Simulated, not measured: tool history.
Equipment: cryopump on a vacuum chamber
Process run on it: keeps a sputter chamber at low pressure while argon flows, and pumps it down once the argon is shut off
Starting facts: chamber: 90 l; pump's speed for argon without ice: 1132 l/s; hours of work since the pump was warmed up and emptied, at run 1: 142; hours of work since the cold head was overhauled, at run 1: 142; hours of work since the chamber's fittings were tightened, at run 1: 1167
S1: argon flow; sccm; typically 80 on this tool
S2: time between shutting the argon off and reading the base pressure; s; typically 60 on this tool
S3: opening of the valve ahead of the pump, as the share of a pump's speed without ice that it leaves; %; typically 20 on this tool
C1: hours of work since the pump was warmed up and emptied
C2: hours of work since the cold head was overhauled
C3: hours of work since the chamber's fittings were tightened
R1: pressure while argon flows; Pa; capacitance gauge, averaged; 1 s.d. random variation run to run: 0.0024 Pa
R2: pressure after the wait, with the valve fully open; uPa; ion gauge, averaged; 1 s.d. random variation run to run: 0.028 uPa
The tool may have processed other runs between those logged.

Run 1, hour 0: usual settings; C1 142; C2 142; C3 1167. Result: R1 0.6044 Pa, R2 2.25 uPa.
Run 2, hour 16.2: usual settings; C1 150; C2 150; C3 1175. Result: R1 0.6097 Pa, R2 2.3 uPa.
Run 3, hour 33.1: usual settings; C1 158; C2 158; C3 1184. Result: R1 0.6104 Pa, R2 2.26 uPa.
Run 4, hour 49.8: usual settings but S1 39 sccm; C1 167; C2 167; C3 1192. Result: R1 0.2961 Pa, R2 2.37 uPa.
Run 5, hour 65.9: usual settings but S1 39 sccm; C1 175; C2 175; C3 1200. Result: R1 0.2955 Pa, R2 2.28 uPa.
Run 6, hour 73.8: usual settings but S1 39 sccm, S2 96 s; C1 179; C2 179; C3 1204. Result: R1 0.2958 Pa, R2 1.95 uPa.
Run 7, hour 84.8: usual settings but S1 39 sccm, S2 24 s; C1 184; C2 184; C3 1210. Result: R1 0.2953 Pa, R2 3.75 uPa.
Run 8, hour 98.8: usual settings; C1 191; C2 191; C3 1217. Result: R1 0.6037 Pa, R2 2.35 uPa.
Run 9, hour 111.7: usual settings but S2 83 s; C1 198; C2 198; C3 1223. Result: R1 0.6087 Pa, R2 2.09 uPa.
Run 10, hour 123.6: usual settings; C1 203; C2 203; C3 1229. Result: R1 0.6092 Pa, R2 2.32 uPa.
Run 11, hour 137.8: usual settings; C1 211; C2 211; C3 1236. Result: R1 0.6081 Pa, R2 2.37 uPa.
Run 12, hour 148.7: usual settings; C1 216; C2 216; C3 1242. Result: R1 0.6088 Pa, R2 2.39 uPa.
Run 13, hour 158.1: usual settings; C1 221; C2 221; C3 1246. Result: R1 0.6109 Pa, R2 2.36 uPa.
Run 14, hour 175.1: usual settings; C1 229; C2 229; C3 1255. Result: R1 0.6092 Pa, R2 2.33 uPa.
Run 15, hour 190.5: usual settings but S2 87 s; C1 237; C2 237; C3 1262. Result: R1 0.6111 Pa, R2 2.07 uPa.
Run 16, hour 199.4: usual settings but S3 55 %; C1 241; C2 241; C3 1267. Result: R1 0.23 Pa, R2 2.44 uPa.
Run 17, hour 210.2: usual settings but S3 39 %; C1 247; C2 247; C3 1272. Result: R1 0.3199 Pa, R2 2.47 uPa.
Run 18, hour 220.9: usual settings but S1 92 sccm, S3 47 %; C1 252; C2 252; C3 1278. Result: R1 0.3085 Pa, R2 2.37 uPa.
Run 19, hour 230.3: usual settings but S1 92 sccm, S3 47 %; C1 257; C2 257; C3 1282. Result: R1 0.3071 Pa, R2 2.35 uPa.
Run 20, hour 239.3: usual settings but S1 92 sccm, S3 47 %; C1 261; C2 261; C3 1287. Result: R1 0.3084 Pa, R2 2.39 uPa.
Run 21, hour 250: usual settings but S1 92 sccm, S2 88 s, S3 56 %; C1 267; C2 267; C3 1292. Result: R1 0.2621 Pa, R2 2.09 uPa.
Run 22, hour 259.8: usual settings but S1 92 sccm, S2 136 s, S3 41 %; C1 272; C2 272; C3 1297. Result: R1 0.351 Pa, R2 1.81 uPa.
Run 23, hour 271.1: usual settings but S1 49 sccm; C1 277; C2 277; C3 1303. Result: R1 0.3737 Pa, R2 2.48 uPa.
Run 24, hour 280.6: usual settings but S1 49 sccm; C1 282; C2 282; C3 1307. Result: R1 0.3743 Pa, R2 2.47 uPa.
Run 25, hour 288.5: usual settings but S1 45 sccm, S2 196 s, S3 59 %; C1 286; C2 286; C3 1311. Result: R1 0.1227 Pa, R2 1.78 uPa.
Run 26, hour 304.6: usual settings but S1 34 sccm, S2 112 s, S3 19 %; C1 294; C2 294; C3 1319. Result: R1 0.2713 Pa, R2 2.02 uPa.
Run 27, hour 316.9: usual settings but S2 40 s; C1 300; C2 300; C3 1326. Result: R1 0.6136 Pa, R2 3.05 uPa.
Run 28, hour 324.6: usual settings but S2 40 s; C1 304; C2 304; C3 1329. Result: R1 0.6053 Pa, R2 2.93 uPa.
Run 29, hour 333.6: usual settings but S1 48 sccm, S2 40 s, S3 43 %; C1 308; C2 308; C3 1334. Result: R1 0.1776 Pa, R2 3.09 uPa.
Run 30, hour 342.7: usual settings but S1 44 sccm, S2 40 s, S3 19 %; C1 313; C2 313; C3 1338. Result: R1 0.3538 Pa, R2 2.98 uPa.
Run 31, hour 354.4: usual settings but S1 75 sccm, S2 27 s, S3 38 %; C1 319; C2 319; C3 1344. Result: R1 0.3102 Pa, R2 3.69 uPa.
Run 32, hour 367.7: usual settings but S1 153 sccm, S2 22 s, S3 35 %; C1 326; C2 326; C3 1351. Result: R1 0.6861 Pa, R2 4.31 uPa.
Run 33, hour 383.6: usual settings but S1 153 sccm, S2 22 s, S3 35 %; C1 333; C2 333; C3 1359. Result: R1 0.6867 Pa, R2 4.19 uPa.

Consider 3 possible next runs. They are alternatives, not a sequence: every one starts from the tool as it was left by run 33. What does each give?
Run A, hour 392.4: usual settings but S2 105 s; C1 338; C2 338; C3 1363. Result: R1 ?, R2 ?.
Run B, hour 392.4: usual settings but S1 35 sccm, S2 30 s, S3 37 %; C1 338; C2 338; C3 1363. Result: R1 ?, R2 ?.
Run C, hour 392.4: usual settings but S1 89 sccm, S2 22 s, S3 35 %; C1 338; C2 338; C3 1363. Result: R1 ?, R2 ?.

run      R1    R2
  A  0.6131  2.02
  B  0.1486  3.63
  C  0.3976  4.38
Had the tool no hidden state, the same runs would have come out as:
run      R1    R2
  A  0.5955  0.77
  B   0.141  2.31
  C  0.3782  3.07
